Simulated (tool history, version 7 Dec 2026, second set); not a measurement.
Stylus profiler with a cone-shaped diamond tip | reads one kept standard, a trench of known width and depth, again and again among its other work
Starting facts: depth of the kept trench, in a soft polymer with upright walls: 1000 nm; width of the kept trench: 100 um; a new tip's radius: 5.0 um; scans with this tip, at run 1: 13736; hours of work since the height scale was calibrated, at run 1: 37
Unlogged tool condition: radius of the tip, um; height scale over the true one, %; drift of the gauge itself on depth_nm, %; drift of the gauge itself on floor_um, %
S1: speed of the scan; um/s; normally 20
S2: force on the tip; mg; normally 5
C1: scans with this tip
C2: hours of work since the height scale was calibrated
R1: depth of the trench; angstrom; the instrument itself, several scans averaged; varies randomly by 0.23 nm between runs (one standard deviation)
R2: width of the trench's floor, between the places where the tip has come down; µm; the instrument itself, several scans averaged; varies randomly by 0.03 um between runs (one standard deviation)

{"run": 1, "day": 0.0, "S1": 20, "S2": 5, "C1": 13736, "C2": 37, "R1": 10263.6, "R2": 90.92}
{"run": 2, "day": 4.104, "S1": 66, "S2": 5, "C1": 14067, "C2": 99, "R1": 10259.4, "R2": 90.76}
{"run": 3, "day": 6.004, "S1": 66, "S2": 5, "C1": 14221, "C2": 128, "R1": 10265.7, "R2": 90.74}
{"run": 4, "day": 8.25, "S1": 20, "S2": 5, "C1": 14402, "C2": 163, "R1": 10259.5, "R2": 90.85}
{"run": 5, "day": 11.179, "S1": 20, "S2": 5, "C1": 14638, "C2": 207, "R1": 10262.9, "R2": 90.82}
{"run": 6, "day": 15.404, "S1": 20, "S2": 5, "C1": 14979, "C2": 272, "R1": 10256.3, "R2": 90.73}
{"run": 7, "day": 17.779, "S1": 20, "S2": 5, "C1": 15171, "C2": 308, "R1": 10254.5, "R2": 90.66}
{"run": 8, "day": 21.625, "S1": 20, "S2": 5, "C1": 15481, "C2": 367, "R1": 10255.8, "R2": 90.64}
{"run": 9, "day": 25.988, "S1": 20, "S2": 5, "C1": 15833, "C2": 434, "R1": 10252, "R2": 90.58}
{"run": 10, "day": 29.342, "S1": 20, "S2": 5, "C1": 16104, "C2": 485, "R1": 10253, "R2": 90.47}
{"run": 11, "day": 33.875, "S1": 20, "S2": 5, "C1": 16469, "C2": 554, "R1": 10244.9, "R2": 90.48}
{"run": 12, "day": 36.15, "S1": 20, "S2": 5, "C1": 16653, "C2": 589, "R1": 10251.3, "R2": 90.43}
{"run": 13, "day": 40.329, "S1": 20, "S2": 2.06, "C1": 16990, "C2": 652, "R1": 10122.7, "R2": 90.37}
{"run": 14, "day": 44.354, "S1": 20, "S2": 2.06, "C1": 17315, "C2": 714, "R1": 10127.6, "R2": 90.24}
{"run": 15, "day": 47.842, "S1": 20, "S2": 2.06, "C1": 17596, "C2": 767, "R1": 10119.7, "R2": 90.21}
{"run": 16, "day": 50.492, "S1": 20, "S2": 3.85, "C1": 17810, "C2": 808, "R1": 10197.7, "R2": 90.25}

Estimate the outcome of run 17 from the log above:
{"day": 50.925, "done": "height scale calibrated on a step standard"}
{"run": 17, "day": 55.088, "S1": 9, "S2": 2.72, "C1": 18179, "C2": 64, "R1": "?", "R2": "?"}

R1: 10174.6 angstrom
R2: 90.09 µm
With no hidden state in the tool, this same run would have given R1 10174.6 angstrom, R2 93.9 µm.

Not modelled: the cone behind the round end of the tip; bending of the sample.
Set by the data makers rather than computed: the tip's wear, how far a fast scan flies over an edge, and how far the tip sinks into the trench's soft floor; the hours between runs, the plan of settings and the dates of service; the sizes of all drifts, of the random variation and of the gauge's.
